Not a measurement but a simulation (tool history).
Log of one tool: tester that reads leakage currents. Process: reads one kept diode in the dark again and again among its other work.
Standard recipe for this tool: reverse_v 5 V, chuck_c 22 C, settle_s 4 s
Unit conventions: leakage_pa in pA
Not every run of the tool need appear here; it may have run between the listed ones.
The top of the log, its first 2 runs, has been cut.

run 3 hour=288.6 | reverse_v=5 chuck_c=46 settle_s=4 | leakage_pa=945.33
run 4 hour=411.6 | reverse_v=5 chuck_c=46 settle_s=0.85 | leakage_pa=947.73
run 5 hour=632.3 | reverse_v=5 chuck_c=46 settle_s=0.85 | leakage_pa=930.09
run 6 hour=760.8 | reverse_v=5 chuck_c=22 settle_s=1.07 | leakage_pa=150.82
run 7 hour=1010.7 | reverse_v=5 chuck_c=22 settle_s=1.07 | leakage_pa=148.66
run 8 hour=1188.6 | reverse_v=5 chuck_c=22 settle_s=1.07 | leakage_pa=148.22
run 9 hour=1419.7 | reverse_v=5 chuck_c=22 settle_s=4 | leakage_pa=145.76
-- hour=1466.8 probe card cleaned and baked
-- hour=1573.6 chuck's temperature calibrated
run 10 hour=1670.8 | reverse_v=5 chuck_c=22 settle_s=4 | leakage_pa=147.3
run 11 hour=1885.2 | reverse_v=1.78 chuck_c=22 settle_s=4 | leakage_pa=90.73
run 12 hour=2046 | reverse_v=1.78 chuck_c=22 settle_s=4 | leakage_pa=90.72
run 13 hour=2160.7 | reverse_v=5 chuck_c=22 settle_s=7.95 | leakage_pa=144.58
run 14 hour=2285.2 | reverse_v=5 chuck_c=22 settle_s=4 | leakage_pa=144.83
run 15 hour=2520 | reverse_v=4.49 chuck_c=22 settle_s=4 | leakage_pa=135.19
run 16 hour=2762.6 | reverse_v=5 chuck_c=42 settle_s=4 | leakage_pa=662.91
run 17 hour=2876.7 | reverse_v=3.43 chuck_c=22 settle_s=4 | leakage_pa=117.59
-- hour=3004.9 tester calibrated
run 18 hour=3100.7 | reverse_v=5 chuck_c=46 settle_s=4 | leakage_pa=891.46
-- hour=3142.6 chuck's temperature calibrated
run 19 hour=3251 | reverse_v=5 chuck_c=46 settle_s=4 | leakage_pa=961.86
run 20 hour=3401.5 | reverse_v=5 chuck_c=46 settle_s=4 | leakage_pa=962.24
run 21 hour=3554.2 | reverse_v=17.03 chuck_c=46 settle_s=4 | leakage_pa=1674.7
run 22 hour=3755.9 | reverse_v=1.83 chuck_c=59 settle_s=1.46 | leakage_pa=1449.59

Run 23 comes next. What will it give?
run 23 hour=3890.3 | reverse_v=5.89 chuck_c=49 settle_s=1.46 | leakage_pa=?

Run 23 produced leakage_pa 1245.99 pA.
If the tool had no hidden condition, the same run with the same run-to-run variation would have returned leakage_pa 1275.58 pA.

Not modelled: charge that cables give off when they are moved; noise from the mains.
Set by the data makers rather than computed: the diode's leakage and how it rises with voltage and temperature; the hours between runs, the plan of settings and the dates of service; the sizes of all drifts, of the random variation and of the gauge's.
